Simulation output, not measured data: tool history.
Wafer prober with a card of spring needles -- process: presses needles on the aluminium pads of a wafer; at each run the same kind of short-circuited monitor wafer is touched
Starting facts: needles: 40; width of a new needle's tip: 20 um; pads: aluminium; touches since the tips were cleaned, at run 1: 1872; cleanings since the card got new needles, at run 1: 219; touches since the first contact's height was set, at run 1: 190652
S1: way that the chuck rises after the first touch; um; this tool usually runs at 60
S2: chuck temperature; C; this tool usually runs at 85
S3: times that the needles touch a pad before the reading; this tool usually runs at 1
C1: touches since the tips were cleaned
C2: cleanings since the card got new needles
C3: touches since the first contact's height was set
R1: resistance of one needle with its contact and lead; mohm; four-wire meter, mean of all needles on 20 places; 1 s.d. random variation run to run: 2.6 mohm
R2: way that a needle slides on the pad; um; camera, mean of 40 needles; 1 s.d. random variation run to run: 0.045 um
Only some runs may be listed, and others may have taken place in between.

{"run": 1, "hour": 0.0, "S1": 60, "S2": 85, "S3": 1, "C1": 1872, "C2": 219, "C3": 190652, "R1": 489, "R2": 14.5}
{"hour": 3.5, "done": "tips cleaned on abrasive film"}
{"hour": 10.4, "done": "tips cleaned on abrasive film"}
{"hour": 10.7, "done": "height of the first contact set anew"}
{"hour": 19.3, "done": "tips cleaned on abrasive film"}
{"hour": 27.9, "done": "tips cleaned on abrasive film"}
{"hour": 34.8, "done": "tips cleaned on abrasive film"}
{"hour": 41.7, "done": "tips cleaned on abrasive film"}
{"run": 2, "hour": 46.5, "S1": 60, "S2": 85, "S3": 1, "C1": 2102, "C2": 225, "C3": 15640, "R1": 485, "R2": 15.35}
{"hour": 50.0, "done": "tips cleaned on abrasive film"}
{"hour": 56.9, "done": "tips cleaned on abrasive film"}
{"hour": 65.5, "done": "tips cleaned on abrasive film"}
{"hour": 72.4, "done": "tips cleaned on abrasive film"}
{"hour": 81.0, "done": "tips cleaned on abrasive film, once more"}
{"run": 3, "hour": 84.3, "S1": 60, "S2": 85, "S3": 1, "C1": 1468, "C2": 230, "C3": 32151, "R1": 443, "R2": 15.24}
{"hour": 89.5, "done": "tips cleaned on abrasive film"}
{"hour": 96.4, "done": "tips cleaned on abrasive film"}
{"hour": 105.0, "done": "tips cleaned on abrasive film"}
{"hour": 113.6, "done": "tips cleaned on abrasive film"}
{"hour": 120.5, "done": "tips cleaned on abrasive film"}
{"run": 4, "hour": 124.2, "S1": 60, "S2": 85, "S3": 1, "C1": 1658, "C2": 235, "C3": 49604, "R1": 476, "R2": 15.19}
{"hour": 127.7, "done": "tips cleaned on abrasive film"}
{"hour": 136.3, "done": "tips cleaned on abrasive film"}
{"hour": 144.9, "done": "tips cleaned on abrasive film"}
{"hour": 151.8, "done": "tips cleaned on abrasive film"}
{"hour": 160.4, "done": "tips cleaned on abrasive film"}
{"hour": 169.0, "done": "tips cleaned on abrasive film"}
{"run": 5, "hour": 169.2, "S1": 60, "S2": 85, "S3": 1, "C1": 80, "C2": 241, "C3": 69239, "R1": 326, "R2": 15.1}
{"hour": 176.1, "done": "tips cleaned on abrasive film"}
{"hour": 183.0, "done": "tips cleaned on abrasive film"}
{"hour": 191.6, "done": "tips cleaned on abrasive film"}
{"hour": 200.2, "done": "tips cleaned on abrasive film"}
{"hour": 208.8, "done": "tips cleaned on abrasive film"}
{"hour": 215.7, "done": "tips cleaned on abrasive film"}
{"run": 6, "hour": 222.0, "S1": 60, "S2": 66, "S3": 1, "C1": 2795, "C2": 247, "C3": 92338, "R1": 527, "R2": 14.93}
{"hour": 223.8, "done": "tips cleaned on abrasive film"}
{"hour": 230.7, "done": "tips cleaned on abrasive film"}
{"hour": 239.3, "done": "tips cleaned on abrasive film"}
{"hour": 247.9, "done": "tips cleaned on abrasive film"}
{"hour": 256.5, "done": "tips cleaned on abrasive film"}
{"hour": 265.1, "done": "tips cleaned on abrasive film"}
{"run": 7, "hour": 265.3, "S1": 79, "S2": 66, "S3": 1, "C1": 91, "C2": 253, "C3": 111232, "R1": 310, "R2": 19.83}
{"hour": 272.2, "done": "tips cleaned on abrasive film"}
{"hour": 279.1, "done": "tips cleaned on abrasive film"}
{"hour": 287.7, "done": "tips cleaned on abrasive film"}
{"hour": 294.6, "done": "tips cleaned on abrasive film"}
{"run": 8, "hour": 299.9, "S1": 79, "S2": 66, "S3": 1, "C1": 2356, "C2": 257, "C3": 126374, "R1": 429, "R2": 19.7}
{"hour": 301.7, "done": "tips cleaned on abrasive film"}
{"hour": 310.3, "done": "tips cleaned on abrasive film"}
{"hour": 317.2, "done": "tips cleaned on abrasive film"}
{"hour": 325.8, "done": "tips cleaned on abrasive film"}
{"run": 9, "hour": 332.4, "S1": 79, "S2": 66, "S3": 1, "C1": 2909, "C2": 261, "C3": 140562, "R1": 447, "R2": 19.58}
{"hour": 334.2, "done": "tips cleaned on abrasive film"}
{"hour": 342.8, "done": "tips cleaned on abrasive film"}
{"hour": 349.7, "done": "tips cleaned on abrasive film"}
{"hour": 358.3, "done": "tips cleaned on abrasive film"}
{"hour": 365.2, "done": "tips cleaned on abrasive film"}
{"hour": 373.8, "done": "tips cleaned on abrasive film"}
{"run": 10, "hour": 380.3, "S1": 79, "S2": 66, "S3": 1, "C1": 2861, "C2": 267, "C3": 161474, "R1": 456, "R2": 19.53}
{"hour": 382.1, "done": "tips cleaned on abrasive film"}
{"hour": 390.7, "done": "tips cleaned on abrasive film"}
{"hour": 399.3, "done": "tips cleaned on abrasive film"}
{"hour": 407.9, "done": "tips cleaned on abrasive film"}
{"hour": 414.8, "done": "tips cleaned on abrasive film"}
{"run": 11, "hour": 421.6, "S1": 60, "S2": 85, "S3": 1, "C1": 3000, "C2": 272, "C3": 179516, "R1": 595, "R2": 14.48}
{"hour": 423.4, "done": "tips cleaned on abrasive film"}
{"hour": 430.3, "done": "tips cleaned on abrasive film"}
{"hour": 438.9, "done": "tips cleaned on abrasive film"}
{"hour": 447.5, "done": "tips cleaned on abrasive film"}
{"hour": 454.4, "done": "tips cleaned on abrasive film"}
{"hour": 458.1, "done": "height of the first contact set anew"}
{"hour": 463.3, "done": "tips cleaned on abrasive film"}
{"run": 12, "hour": 467.2, "S1": 60, "S2": 85, "S3": 1, "C1": 1734, "C2": 278, "C3": 3990, "R1": 483, "R2": 15.42}
{"hour": 470.7, "done": "tips cleaned on abrasive film"}
{"hour": 479.3, "done": "tips cleaned on abrasive film"}
{"hour": 487.9, "done": "tips cleaned on abrasive film"}
{"hour": 496.5, "done": "tips cleaned on abrasive film"}
{"hour": 505.1, "done": "tips cleaned on abrasive film"}
{"run": 13, "hour": 508.8, "S1": 58, "S2": 41, "S3": 3, "C1": 1664, "C2": 283, "C3": 22199, "R1": 366, "R2": 14.72}

Run 14 is up next; what results do you expect?
{"hour": 512.3, "done": "tips cleaned on abrasive film"}
{"hour": 520.9, "done": "tips cleaned on abrasive film"}
{"hour": 527.8, "done": "tips cleaned on abrasive film"}
{"hour": 539.8, "done": "card fitted with new needles"}
{"hour": 548.4, "done": "tips cleaned on abrasive film"}
{"hour": 557.0, "done": "tips cleaned on abrasive film"}
{"run": 14, "hour": 561.9, "S1": 60, "S2": 103, "S3": 1, "C1": 2139, "C2": 2, "C3": 9660, "R1": "?", "R2": "?"}

Run 14 yielded R1 433 mohm, R2 15.33 um.
Minus the tool's unlogged condition, the same run would have read R1 309 mohm, R2 15.36 um.
